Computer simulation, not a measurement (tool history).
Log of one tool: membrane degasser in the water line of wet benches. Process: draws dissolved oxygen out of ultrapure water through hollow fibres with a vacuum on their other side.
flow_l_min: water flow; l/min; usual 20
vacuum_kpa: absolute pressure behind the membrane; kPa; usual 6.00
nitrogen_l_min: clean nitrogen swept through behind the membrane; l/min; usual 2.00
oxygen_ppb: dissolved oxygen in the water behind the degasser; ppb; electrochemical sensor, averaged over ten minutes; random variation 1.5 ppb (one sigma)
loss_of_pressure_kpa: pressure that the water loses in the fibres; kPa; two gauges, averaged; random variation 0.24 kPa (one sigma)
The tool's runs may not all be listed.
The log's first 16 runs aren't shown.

run,day,flow_l_min,vacuum_kpa,nitrogen_l_min,oxygen_ppb,loss_of_pressure_kpa
17,53.383,30,4.14,5.84,309.1,96.25
18,55.850,30,4.14,5.84,307.6,95.89
19,59.404,30,4.14,5.84,303.7,96.53
20,63.050,18,5.52,2.00,115.7,58.00
21,67.400,25,8.02,4.54,244.6,80.32
22,70.679,12,6.01,5.27,29.7,38.44
23,74.454,20,4.38,5.76,102.9,64.10
24,79.200,12,5.80,0.89,95.4,38.88
25,83.479,17,5.88,1.65,121.5,54.79
26,88.392,17,5.88,1.65,121.8,54.94
27,91.783,17,7.40,1.65,157.7,55.29
28,96.688,13,6.00,5.44,35.3,42.01
29,101.221,13,6.76,5.44,41.1,41.97
30,105.121,20,6.00,1.68,175.6,64.45
31,109.725,20,9.12,5.12,151.4,64.63
32,112.462,14,6.00,2.00,74.9,45.78

Forecast each of these 3 alternatives for the next run:
A,114.500,20,6.00,2.09,?,?
B,114.500,28,4.16,2.00,?,?
C,114.500,14,11.49,2.00,?,?

run,oxygen_ppb,loss_of_pressure_kpa
A,162.8,65.15
B,288.6,91.13
C,170.9,45.63
Without the tool's hidden state the same runs would have given:
run,oxygen_ppb,loss_of_pressure_kpa
A,147.2,63.27
B,261.0,88.50
C,158.1,44.31

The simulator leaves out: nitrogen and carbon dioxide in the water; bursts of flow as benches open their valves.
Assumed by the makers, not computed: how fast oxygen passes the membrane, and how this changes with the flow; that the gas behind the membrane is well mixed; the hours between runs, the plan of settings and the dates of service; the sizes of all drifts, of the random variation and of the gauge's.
